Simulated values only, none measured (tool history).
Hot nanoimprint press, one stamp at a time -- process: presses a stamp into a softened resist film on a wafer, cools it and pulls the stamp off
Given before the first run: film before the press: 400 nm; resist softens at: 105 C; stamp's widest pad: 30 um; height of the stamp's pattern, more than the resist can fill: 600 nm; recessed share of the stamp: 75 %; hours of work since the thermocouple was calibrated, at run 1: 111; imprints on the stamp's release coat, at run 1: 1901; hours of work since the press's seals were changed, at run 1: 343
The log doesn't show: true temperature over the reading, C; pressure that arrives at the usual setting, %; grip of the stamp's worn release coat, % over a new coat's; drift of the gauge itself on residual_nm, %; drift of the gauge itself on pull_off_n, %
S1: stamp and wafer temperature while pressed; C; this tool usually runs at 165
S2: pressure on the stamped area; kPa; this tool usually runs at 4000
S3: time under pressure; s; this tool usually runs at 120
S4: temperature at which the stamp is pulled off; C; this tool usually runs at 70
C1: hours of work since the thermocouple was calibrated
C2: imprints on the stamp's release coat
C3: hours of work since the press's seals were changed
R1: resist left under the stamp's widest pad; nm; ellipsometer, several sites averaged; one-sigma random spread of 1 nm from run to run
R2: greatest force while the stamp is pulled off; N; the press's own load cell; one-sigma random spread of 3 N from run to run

run	hour	S1	S2	S3	S4	C1	C2	C3	R1	R2
1	0.0	165	4000	120	70	111	1901	343	146.5	139
# hour 31.3: stamp cleaned and given a new release coat
2	43.0	165	4510	120	70	132	37	364	135.0	145
3	113.2	165	4000	120	70	172	257	404	145.4	144
4	156.9	165	4000	120	70	197	395	429	145.3	143
5	206.5	165	4000	120	70	225	551	457	145.3	143
6	262.9	165	3330	120	70	257	728	489	160.0	137
7	322.9	165	4290	120	70	291	917	523	138.7	140
8	369.4	165	4290	120	68	317	1064	549	139.0	154
9	418.2	165	4000	120	58	345	1217	577	145.5	192
10	484.6	165	2970	120	70	383	1426	615	169.8	148
11	545.9	165	2970	120	70	417	1619	649	168.5	136
12	599.7	165	4710	120	70	448	1788	680	132.2	147
13	631.0	165	4710	120	70	466	1886	698	131.9	140
# hour 664.1: stamp cleaned and given a new release coat
14	705.5	177	4000	120	70	505	130	737	69.2	139
15	734.0	166	5050	183	70	521	220	753	101.3	144
16	796.8	165	4000	120	63	556	417	788	144.9	166
17	858.8	165	4000	120	63	592	613	824	146.3	173
# hour 877.0: plate thermocouple calibrated
18	891.0	165	4000	120	63	8	704	840	147.1	170
19	958.8	165	4670	194	68	46	918	879	111.8	152
20	995.7	154	4000	116	70	67	1034	900	280.4	139
21	1063.3	172	4000	120	70	106	1246	938	92.5	139
22	1115.2	163	2880	102	56	135	1410	967	203.7	206
23	1158.6	163	2880	102	56	160	1546	992	204.2	207
24	1219.5	163	2880	102	56	194	1738	1027	205.3	201
25	1248.6	163	4000	120	58	211	1830	1043	164.9	197
# hour 1299.8: stamp cleaned and given a new release coat
26	1310.2	165	4880	106	67	242	32	1075	136.6	154
27	1341.7	175	4020	71	75	260	131	1093	95.2	124
# hour 1396.2: press's hydraulic seals changed and the load cell set to zero
28	1411.7	170	5240	149	60	296	327	9	83.7	185

How the hidden state differs across the entries between the runs, from the last listed run before each to the first after it:
In the gap between runs 1 and 2: stamp cleaned and given a new release coat (hour 31.3)
  true temperature over the reading, C: 0.01 -> 0.02; pressure that arrives at the usual setting, %: 99.86 -> 99.85; grip of the stamp's worn release coat, % over a new coat's: 1.5 -> 0
  measured less the result without the state, R2: +2 -> +0 N
In the gap between runs 13 and 14: stamp cleaned and given a new release coat (hour 664.1)
  pressure that arrives at the usual setting, %: 99.71 -> 99.7; grip of the stamp's worn release coat, % over a new coat's: 1.4 -> 0.1
  measured less the result without the state, R2: +2 -> -1 N
In the gap between runs 17 and 18: plate thermocouple calibrated (hour 877.0)
  true temperature over the reading, C: 0.09 -> 0.01; pressure that arrives at the usual setting, %: 99.66 -> 99.65
  measured less the result without the state, R2: +0 -> +1 N
In the gap between runs 25 and 26: stamp cleaned and given a new release coat (hour 1299.8)
  true temperature over the reading, C: 0.04 -> 0.05; pressure that arrives at the usual setting, %: 99.57 -> 99.55; grip of the stamp's worn release coat, % over a new coat's: 1.4 -> 0
  measured less the result without the state, R2: +3 -> -1 N
In the gap between runs 27 and 28: press's hydraulic seals changed and the load cell set to zero (hour 1396.2)
  true temperature over the reading, C: 0.05 -> 0.06; pressure that arrives at the usual setting, %: 99.55 -> 99.97; grip of the stamp's worn release coat, % over a new coat's: 0.1 -> 0.2
  measured less the result without the state, R2: +0 -> +0 N

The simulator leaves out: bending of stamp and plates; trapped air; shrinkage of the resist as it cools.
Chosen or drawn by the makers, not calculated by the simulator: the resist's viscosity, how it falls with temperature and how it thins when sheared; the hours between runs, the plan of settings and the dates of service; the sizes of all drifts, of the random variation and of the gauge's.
